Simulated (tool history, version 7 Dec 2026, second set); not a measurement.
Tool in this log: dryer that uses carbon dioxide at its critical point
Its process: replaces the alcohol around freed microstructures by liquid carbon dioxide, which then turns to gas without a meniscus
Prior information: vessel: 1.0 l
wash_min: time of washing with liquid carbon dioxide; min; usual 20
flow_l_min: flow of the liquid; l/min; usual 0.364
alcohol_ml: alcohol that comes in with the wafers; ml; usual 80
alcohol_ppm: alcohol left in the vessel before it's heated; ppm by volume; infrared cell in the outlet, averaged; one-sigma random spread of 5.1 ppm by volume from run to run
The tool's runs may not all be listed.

| run | hour | wash_min | flow_l_min | alcohol_ml | alcohol_ppm |
|---|---|---|---|---|---|
| 1 | 0.0 | 20 | 0.364 | 80 | 188 |
| 2 | 42.6 | 20 | 0.364 | 80 | 196 |
| 3 | 78.5 | 20 | 0.364 | 80 | 149 |
| 4 | 101.2 | 20 | 0.364 | 80 | 162 |
| 5 | 128.4 | 20 | 0.364 | 80 | 165 |
| 6 | 170.6 | 13 | 0.364 | 80 | 1014 |
| 7 | 204.9 | 20 | 0.364 | 26 | 140 |
| 8 | 232.2 | 20 | 0.364 | 26 | 158 |
| 9 | 257.6 | 20 | 0.364 | 80 | 214 |
| 10 | 290.1 | 20 | 0.364 | 80 | 238 |
| 11 | 312.1 | 20 | 0.364 | 45 | 184 |
| 12 | 334.8 | 20 | 0.364 | 45 | 190 |
| 13 | 366.0 | 20 | 0.364 | 45 | 194 |
| 14 | 398.8 | 20 | 0.364 | 55 | 228 |
| 15 | 439.2 | 20 | 0.364 | 80 | 222 |
| 16 | 471.2 | 20 | 0.242 | 80 | 885 |
| 17 | 493.0 | 20 | 0.364 | 109 | 254 |
| 18 | 528.7 | 20 | 0.364 | 109 | 272 |
| 19 | 567.9 | 20 | 0.364 | 109 | 296 |
| 20 | 605.6 | 20 | 0.364 | 80 | 275 |
| 21 | 627.4 | 20 | 0.364 | 80 | 287 |
| 22 | 649.7 | 20 | 0.364 | 80 | 294 |
| 23 | 684.1 | 20 | 0.364 | 80 | 298 |
| 24 | 711.8 | 25 | 0.364 | 84 | 220 |
| 25 | 756.7 | 26 | 0.281 | 80 | 328 |
| 26 | 801.3 | 26 | 0.281 | 80 | 282 |
| 27 | 842.7 | 26 | 0.281 | 80 | 293 |
| 28 | 880.0 | 26 | 0.239 | 80 | 445 |
| 29 | 922.1 | 26 | 0.239 | 80 | 475 |
| 30 | 940.7 | 26 | 0.239 | 80 | 479 |
| 31 | 986.9 | 20 | 0.317 | 58 | 424 |
| 32 | 1020.9 | 13 | 0.325 | 21 | 724 |
| 33 | 1064.9 | 13 | 0.325 | 21 | 727 |
| 34 | 1090.5 | 26 | 0.436 | 80 | 281 |
| 35 | 1113.6 | 26 | 0.436 | 80 | 283 |
| 36 | 1154.0 | 26 | 0.436 | 80 | 295 |
| 37 | 1185.6 | 28 | 0.593 | 80 | 14 |
| 38 | 1215.9 | 19 | 0.364 | 52 | 84 |
| 39 | 1261.9 | 19 | 0.364 | 52 | 104 |
| 40 | 1280.9 | 19 | 0.364 | 52 | 111 |
| 41 | 1304.8 | 19 | 0.364 | 52 | 119 |
| 42 | 1333.1 | 13 | 0.364 | 52 | 669 |
| 43 | 1358.0 | 23 | 0.364 | 67 | 74 |
| 44 | 1390.6 | 23 | 0.364 | 67 | 84 |
| 45 | 1433.2 | 23 | 0.364 | 67 | 90 |
| 46 | 1470.6 | 20 | 0.364 | 22 | 94 |

Between the runs listed above, the log contained 5 entries, not reproduced here. Where in the sequence does each belong, and how does what the log doesn't record of the tool's condition differ from the listed run before to the listed run after?
After run 2, before run 3: inlet filter changed (hour 65.4)
  flow that reaches the vessel past the clogged filter, %: 90.9 -> 99.5; alcohol in the recycled carbon dioxide, ppm: 76.5 -> 83.3
  measured result minus the result with no hidden state, alcohol_ppm: +131 -> +81 ppm by volume
After run 14, before run 15: inlet filter changed (hour 428.5)
  flow that reaches the vessel past the clogged filter, %: 91.8 -> 99.6; alcohol in the recycled carbon dioxide, ppm: 143.7 -> 151.8
  measured result minus the result with no hidden state, alcohol_ppm: +174 -> +149 ppm by volume
After run 25, before run 26: inlet filter changed (hour 793.4)
  flow that reaches the vessel past the clogged filter, %: 92.1 -> 99.5; alcohol in the recycled carbon dioxide, ppm: 212.2 -> 220.1
  measured result minus the result with no hidden state, alcohol_ppm: +257 -> +220 ppm by volume
After run 36, before run 37: inlet filter changed (hour 1158.8); purifier's bed changed (hour 1161.8)
  flow that reaches the vessel past the clogged filter, %: 91.1 -> 99.2; alcohol in the recycled carbon dioxide, ppm: 288.9 -> 10
  measured result minus the result with no hidden state, alcohol_ppm: +289 -> +4 ppm by volume
